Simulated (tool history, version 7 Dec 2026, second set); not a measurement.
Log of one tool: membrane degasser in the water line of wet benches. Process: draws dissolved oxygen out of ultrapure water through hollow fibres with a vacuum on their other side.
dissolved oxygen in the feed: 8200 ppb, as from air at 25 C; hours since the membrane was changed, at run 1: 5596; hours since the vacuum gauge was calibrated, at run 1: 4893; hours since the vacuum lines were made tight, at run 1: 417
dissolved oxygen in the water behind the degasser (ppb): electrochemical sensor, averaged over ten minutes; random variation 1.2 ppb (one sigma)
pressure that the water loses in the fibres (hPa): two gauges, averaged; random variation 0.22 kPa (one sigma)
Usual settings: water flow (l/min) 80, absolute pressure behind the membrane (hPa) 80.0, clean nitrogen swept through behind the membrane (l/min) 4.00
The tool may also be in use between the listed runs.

run      day  water flow (l/min)  absolute pressure behind the membrane (hPa)  clean nitrogen swept through behind the membrane (l/min)  hours since the membrane was changed  hours since the vacuum gauge was calibrated  hours since the vacuum lines were made tight  dissolved oxygen in the water behind the degasser (ppb)  pressure that the water loses in the fibres (hPa)
  1    0.000                  80                                         80.0                                                      4.00                                  5596                                         4893                                           417                                                    223.1                                              543.0
  2    3.446                  80                                         80.0                                                      4.00                                  5679                                         4976                                           500                                                    226.2                                              539.7
  3    7.529                  80                                         80.0                                                      4.00                                  5777                                         5074                                           598                                                    224.2                                              545.0
  4   13.154                 104                                         80.0                                                      4.00                                  5912                                         5209                                           733                                                    295.7                                              706.8
  5   19.679                 104                                         80.0                                                      4.00                                  6069                                         5366                                           889                                                    297.5                                              704.9
  6   22.442                 104                                         80.0                                                      4.00                                  6135                                         5432                                           956                                                    297.9                                              711.6
  7   27.650                 105                                         80.0                                                      4.00                                  6260                                         5557                                          1081                                                    301.0                                              718.8
  8   32.246                 105                                         80.0                                                      4.00                                  6370                                         5667                                          1191                                                    299.6                                              718.0
  9   35.692                  80                                         80.0                                                      4.00                                  6453                                         5750                                          1274                                                    226.9                                              546.8
 10   39.846                  80                                         80.0                                                      4.00                                  6553                                         5850                                          1373                                                    228.2                                              552.6
      44.875  -- vacuum gauge calibrated
 11   44.875                  80                                         80.0                                                      4.00                                  6673                                            0                                          1493                                                    215.4                                              548.5
 12   49.788                  80                                         80.0                                                      4.00                                  6791                                          118                                          1611                                                    216.9                                              546.6
 13   56.021                  80                                         80.0                                                      4.00                                  6940                                          268                                          1761                                                    214.8                                              550.2
 14   59.008                  94                                         80.0                                                      4.00                                  7012                                          339                                          1833                                                    256.7                                              645.6
 15   64.708                  94                                         80.0                                                      4.00                                  7149                                          476                                          1969                                                    256.4                                              649.7
 16   69.650                  94                                         80.0                                                      4.00                                  7267                                          595                                          2088                                                    255.8                                              650.6
 17   74.454                  59                                         80.0                                                      4.00                                  7383                                          710                                          2203                                                    160.7                                              406.9
 18   80.133                  59                                         80.0                                                      4.00                                  7519                                          846                                          2340                                                    161.3                                              407.7
 19   86.154                 105                                        130.2                                                      4.00                                  7664                                          991                                          2484                                                    547.2                                              731.0
 20   88.846                  97                                         61.8                                                      5.85                                  7728                                         1055                                          2549                                                    130.7                                              671.5
 21   94.892                  97                                         61.8                                                      5.85                                  7873                                         1200                                          2694                                                    130.4                                              671.9
 22  100.096                  80                                         80.1                                                      8.98                                  7998                                         1325                                          2819                                                    109.4                                              558.4
 23  104.225                  80                                         80.1                                                      8.98                                  8097                                         1424                                          2918                                                    107.8                                              556.0
 24  108.233                  66                                         80.1                                                      1.76                                  8193                                         1521                                          3014                                                    359.2                                              459.4
 25  113.562                  80                                         59.4                                                      4.00                                  8321                                         1648                                          3142                                                    131.0                                              559.5
 26  117.154                  95                                         70.1                                                      4.04                                  8407                                         1735                                          3228                                                    212.7                                              662.9
 27  122.633                  95                                         70.1                                                      4.04                                  8539                                         1866                                          3360                                                    212.0                                              665.8
 28  128.758                  56                                         70.8                                                     11.94                                  8686                                         2013                                          3507                                                     45.8                                              387.9
 29  132.808                  64                                         54.9                                                      2.25                                  8783                                         2110                                          3604                                                    142.5                                              449.2
 30  136.371                 125                                        137.8                                                      2.38                                  8869                                         2196                                          3689                                                   1008.4                                              881.6
 31  140.988                 125                                        137.8                                                      2.38                                  8979                                         2307                                          3800                                                   1008.8                                              883.4
 32  143.875                 125                                        137.8                                                      1.87                                  9049                                         2376                                          3869                                                   1178.0                                              883.4
 33  147.792                  68                                        148.7                                                      1.80                                  9143                                         2470                                          3964                                                    827.6                                              479.0

Measured less the same run without the tool's hidden state. The same run-to-run variation is in both; the gauge's scatter may not be:
The hidden state here: membrane still open, %; true pressure behind the membrane over the reading, kPa; air that leaks in behind the membrane, l/min; drift of the gauge itself on oxygen_ppb, %; drift of the gauge itself on loss_of_pressure_kpa, %.
run  dissolved oxygen in the water behind the degasser (ppb)  pressure that the water loses in the fibres (hPa)
  1                                                    +11.6                                              +28.0
  2                                                    +11.9                                              +28.2
  3                                                    +12.1                                              +28.8
  4                                                    +19.2                                              +38.4
  5                                                    +19.9                                              +39.3
  6                                                    +20.2                                              +40.0
  7                                                    +21.0                                              +41.5
  8                                                    +21.3                                              +42.2
  9                                                    +13.8                                              +32.4
 10                                                    +14.1                                              +33.2
 11                                                     +0.9                                              +33.8
 12                                                     +1.2                                              +34.3
 13                                                     +1.6                                              +35.1
 14                                                     +4.5                                              +41.7
 15                                                     +4.9                                              +42.8
 16                                                     +5.3                                              +43.4
 17                                                     +0.7                                              +27.9
 18                                                     +1.0                                              +28.2
 19                                                     +9.6                                              +51.5
 20                                                     +7.7                                              +48.0
 21                                                     +8.1                                              +48.8
 22                                                     +3.9                                              +41.2
 23                                                     +3.9                                              +41.6
 24                                                     +3.7                                              +34.9
 25                                                     +5.2                                              +43.0
 26                                                     +9.5                                              +51.5
 27                                                     +9.9                                              +52.3
 28                                                     +1.3                                              +31.4
 29                                                     +4.9                                              +36.4
 30                                                    +22.8                                              +72.2
 31                                                    +23.4                                              +73.1
 32                                                    +23.5                                              +73.6
 33                                                     +7.2                                              +40.4

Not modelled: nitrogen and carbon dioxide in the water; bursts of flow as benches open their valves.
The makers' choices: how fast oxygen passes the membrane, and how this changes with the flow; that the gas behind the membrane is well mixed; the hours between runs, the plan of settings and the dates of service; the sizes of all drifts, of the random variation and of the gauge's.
